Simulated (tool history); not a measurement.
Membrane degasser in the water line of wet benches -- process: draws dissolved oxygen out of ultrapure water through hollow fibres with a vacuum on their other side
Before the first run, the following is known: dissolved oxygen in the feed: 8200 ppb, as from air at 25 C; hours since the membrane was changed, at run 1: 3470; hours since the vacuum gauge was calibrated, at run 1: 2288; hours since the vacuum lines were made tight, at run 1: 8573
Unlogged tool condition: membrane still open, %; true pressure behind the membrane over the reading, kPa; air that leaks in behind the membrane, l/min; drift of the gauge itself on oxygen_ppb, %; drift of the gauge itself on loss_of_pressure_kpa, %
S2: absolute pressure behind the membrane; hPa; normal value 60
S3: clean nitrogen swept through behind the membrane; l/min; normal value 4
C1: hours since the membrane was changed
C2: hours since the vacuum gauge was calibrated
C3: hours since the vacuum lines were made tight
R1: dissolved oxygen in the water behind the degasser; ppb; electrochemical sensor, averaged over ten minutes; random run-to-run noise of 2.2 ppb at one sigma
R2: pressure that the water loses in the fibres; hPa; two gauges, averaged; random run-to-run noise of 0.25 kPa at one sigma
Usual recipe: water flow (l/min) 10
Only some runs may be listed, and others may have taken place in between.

Run 1, hour 0: usual settings; C1 3470; C2 2288; C3 8573. Result: R1 215.1 ppb, R2 674.1 hPa.
Run 2, hour 85.1: usual settings; C1 3555; C2 2373; C3 8658. Result: R1 214.4 ppb, R2 670.8 hPa.
Run 3, hour 145.7: usual settings; C1 3616; C2 2433; C3 8719. Result: R1 215.1 ppb, R2 676 hPa.
Run 4, hour 191.9: usual settings; C1 3662; C2 2480; C3 8765. Result: R1 216.3 ppb, R2 674.7 hPa.
Run 5, hour 282: usual settings but S2 39.2 hPa; C1 3752; C2 2570; C3 8855. Result: R1 203.6 ppb, R2 670.6 hPa.
Run 6, hour 332.6: usual settings but S2 106.4 hPa; C1 3803; C2 2620; C3 8906. Result: R1 242.1 ppb, R2 671.4 hPa.
At hour 396.6: seals of the vacuum lines changed.
Run 7, hour 408.1: usual settings but S2 106.4 hPa; C1 3876; C2 2694; C3 12. Result: R1 241.5 ppb, R2 671.3 hPa.
Run 8, hour 461.4: usual settings but S3 1.83 l/min; C1 3929; C2 2747; C3 65. Result: R1 234.6 ppb, R2 669 hPa.
Run 9, hour 525.4: usual settings; C1 3993; C2 2811; C3 129. Result: R1 215 ppb, R2 671.7 hPa.
Run 10, hour 594.1: usual settings but S3 4.17 l/min; C1 4062; C2 2880; C3 198. Result: R1 214.4 ppb, R2 672.9 hPa.
Run 11, hour 684.4: usual settings but S3 4.17 l/min; C1 4152; C2 2970; C3 288. Result: R1 216.6 ppb, R2 669.5 hPa.
Run 12, hour 754.5: usual settings but S3 2.4 l/min; C1 4222; C2 3040; C3 358. Result: R1 223.2 ppb, R2 675.2 hPa.
Run 13, hour 837.2: usual settings but S3 2.4 l/min; C1 4305; C2 3123; C3 441. Result: R1 227.4 ppb, R2 669.3 hPa.
Run 14, hour 887: usual settings but S2 120.4 hPa; C1 4355; C2 3173; C3 490. Result: R1 245.4 ppb, R2 666 hPa.
Run 15, hour 969.7: usual settings but S2 38.3 hPa; C1 4438; C2 3255; C3 573. Result: R1 202.3 ppb, R2 667.8 hPa.
Run 16, hour 1058.4: usual settings; C1 4526; C2 3344; C3 662. Result: R1 215.6 ppb, R2 666.8 hPa.
Run 17, hour 1111: usual settings; C1 4579; C2 3397; C3 714. Result: R1 216.4 ppb, R2 664.6 hPa.
Run 18, hour 1195.6: usual settings but water flow (l/min) 11, S2 133.2 hPa, S3 6.29 l/min; C1 4664; C2 3481; C3 799. Result: R1 280.6 ppb, R2 731 hPa.
Run 19, hour 1243.7: usual settings but water flow (l/min) 11, S2 133.2 hPa, S3 6.29 l/min; C1 4712; C2 3529; C3 847. Result: R1 280.2 ppb, R2 727.6 hPa.
Run 20, hour 1301: usual settings but water flow (l/min) 9, S2 58.5 hPa, S3 6.29 l/min; C1 4769; C2 3587; C3 904. Result: R1 169.9 ppb, R2 597.4 hPa.
Run 21, hour 1380: usual settings but water flow (l/min) 8, S2 146.4 hPa, S3 5.11 l/min; C1 4848; C2 3666; C3 983. Result: R1 167 ppb, R2 532.5 hPa.
Run 22, hour 1447: usual settings but water flow (l/min) 8, S2 146.4 hPa, S3 5.11 l/min; C1 4915; C2 3733; C3 1050. Result: R1 164.9 ppb, R2 532.3 hPa.
Run 23, hour 1525.6: usual settings but water flow (l/min) 8, S2 146.4 hPa, S3 5.11 l/min; C1 4994; C2 3811; C3 1129. Result: R1 166.1 ppb, R2 530.8 hPa.
Run 24, hour 1575.6: usual settings but water flow (l/min) 8, S2 38.6 hPa, S3 5.11 l/min; C1 5044; C2 3861; C3 1179. Result: R1 126 ppb, R2 530.4 hPa.
Run 25, hour 1651.6: usual settings but water flow (l/min) 8, S2 38.6 hPa, S3 5.11 l/min; C1 5120; C2 3937; C3 1255. Result: R1 124.1 ppb, R2 529.2 hPa.
Run 26, hour 1707.7: usual settings but water flow (l/min) 8, S2 38.6 hPa, S3 5.11 l/min; C1 5176; C2 3993; C3 1311. Result: R1 125.5 ppb, R2 529.5 hPa.
Run 27, hour 1774: usual settings but water flow (l/min) 7, S2 62.1 hPa, S3 5.11 l/min; C1 5242; C2 4060; C3 1377. Result: R1 99 ppb, R2 460.6 hPa.
Run 28, hour 1813.7: usual settings but S2 57.3 hPa; C1 5282; C2 4099; C3 1417. Result: R1 217.4 ppb, R2 665.7 hPa.
Run 29, hour 1884.9: usual settings but S2 142.1 hPa, S3 8.54 l/min; C1 5353; C2 4171; C3 1488. Result: R1 229.2 ppb, R2 663.7 hPa.
Run 30, hour 1963.4: usual settings but S2 142.1 hPa, S3 8.54 l/min; C1 5431; C2 4249; C3 1567. Result: R1 229.4 ppb, R2 660.1 hPa.
Run 31, hour 2026.1: usual settings but water flow (l/min) 11, S2 102.9 hPa, S3 8.54 l/min; C1 5494; C2 4312; C3 1630. Result: R1 263.5 ppb, R2 721.8 hPa.
Run 32, hour 2079.9: usual settings but water flow (l/min) 11, S2 65.9 hPa, S3 3.16 l/min; C1 5548; C2 4366; C3 1683. Result: R1 268.3 ppb, R2 730.6 hPa.
Run 33, hour 2133.6: usual settings but water flow (l/min) 11, S3 2.83 l/min; C1 5602; C2 4419; C3 1737. Result: R1 268.4 ppb, R2 724.9 hPa.

Each row is a separate what-if for the run after 33, all from the same tool condition, not one after another. Results?
Run A, hour 2200.1: usual settings but S3 3.74 l/min; C1 5668; C2 4486; C3 1804. Result: R1 ?, R2 ?.
Run B, hour 2200.1: usual settings but water flow (l/min) 11, S2 58 hPa, S3 2.83 l/min; C1 5668; C2 4486; C3 1804. Result: R1 ?, R2 ?.
Run C, hour 2200.1: usual settings but water flow (l/min) 11, S3 3.86 l/min; C1 5668; C2 4486; C3 1804. Result: R1 ?, R2 ?.

run     R1     R2
  A  224.4  655.9
  B    259  727.8
  C  259.4  724.6
Without the tool's unlogged condition, the same runs would have read:
run     R1     R2
  A  224.2  671.6
  B  258.8  745.1
  C  259.2  741.9
